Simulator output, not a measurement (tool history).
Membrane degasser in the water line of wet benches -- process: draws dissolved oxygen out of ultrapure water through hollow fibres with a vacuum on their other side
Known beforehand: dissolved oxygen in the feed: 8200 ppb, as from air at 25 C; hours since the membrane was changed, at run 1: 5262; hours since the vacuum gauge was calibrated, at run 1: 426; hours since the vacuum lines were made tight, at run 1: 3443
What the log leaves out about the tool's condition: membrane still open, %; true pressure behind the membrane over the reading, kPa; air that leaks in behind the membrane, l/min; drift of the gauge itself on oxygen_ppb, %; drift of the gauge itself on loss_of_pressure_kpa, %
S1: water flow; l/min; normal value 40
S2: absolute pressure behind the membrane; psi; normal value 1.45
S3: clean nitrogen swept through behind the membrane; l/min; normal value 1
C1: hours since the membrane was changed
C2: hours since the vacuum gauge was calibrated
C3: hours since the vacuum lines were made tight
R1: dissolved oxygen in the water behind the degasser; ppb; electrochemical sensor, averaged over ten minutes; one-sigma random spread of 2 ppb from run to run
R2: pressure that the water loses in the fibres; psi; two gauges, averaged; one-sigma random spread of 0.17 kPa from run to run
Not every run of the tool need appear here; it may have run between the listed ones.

run	hour	S1	S2	S3	C1	C2	C3	R1	R2
1	0	40	1.45	1	5262	426	3443	523.3	4.315
2	120.2	36	1.45	1	5382	546	3563	479.6	3.868
3	299.6	40	1.45	1	5561	725	3743	521.6	4.279
4	462.6	40	1.45	1	5724	888	3906	521.5	4.266
5	641.9	40	1.45	1	5904	1068	4085	519.6	4.305
6	737.8	40	1.45	1	6000	1163	4181	521.4	4.27
7	880.5	52	1.77	0.65	6142	1306	4324	1090.5	5.564
8	1014.5	52	1.77	0.65	6276	1440	4458	1097	5.593
9	1116.2	52	1.77	0.65	6378	1542	4559	1092.1	5.61
10	1209.2	52	1.77	0.65	6471	1635	4652	1092.9	5.596
11	1327.1	35	1.84	2.24	6589	1753	4770	327.1	3.784
12	1467.7	40	1.39	1	6730	1893	4911	489.7	4.292

Forecast each of these 5 alternatives for the next run:
A	1637.9	40	1.39	0.53	6900	2063	5081	?	?
B	1637.9	40	1.39	1.16	6900	2063	5081	?	?
C	1637.9	40	1.36	1	6900	2063	5081	?	?
D	1637.9	40	1.77	1	6900	2063	5081	?	?
E	1637.9	41	1.45	1	6900	2063	5081	?	?

run	R1	R2
A	765.7	4.268
B	438.6	4.284
C	477.8	4.253
D	675.7	4.287
E	532.3	4.341
Had the tool no hidden state, the same runs would have come out as:
run	R1	R2
A	770.9	4.264
B	441.5	4.279
C	481	4.248
D	680.4	4.282
E	535.9	4.337
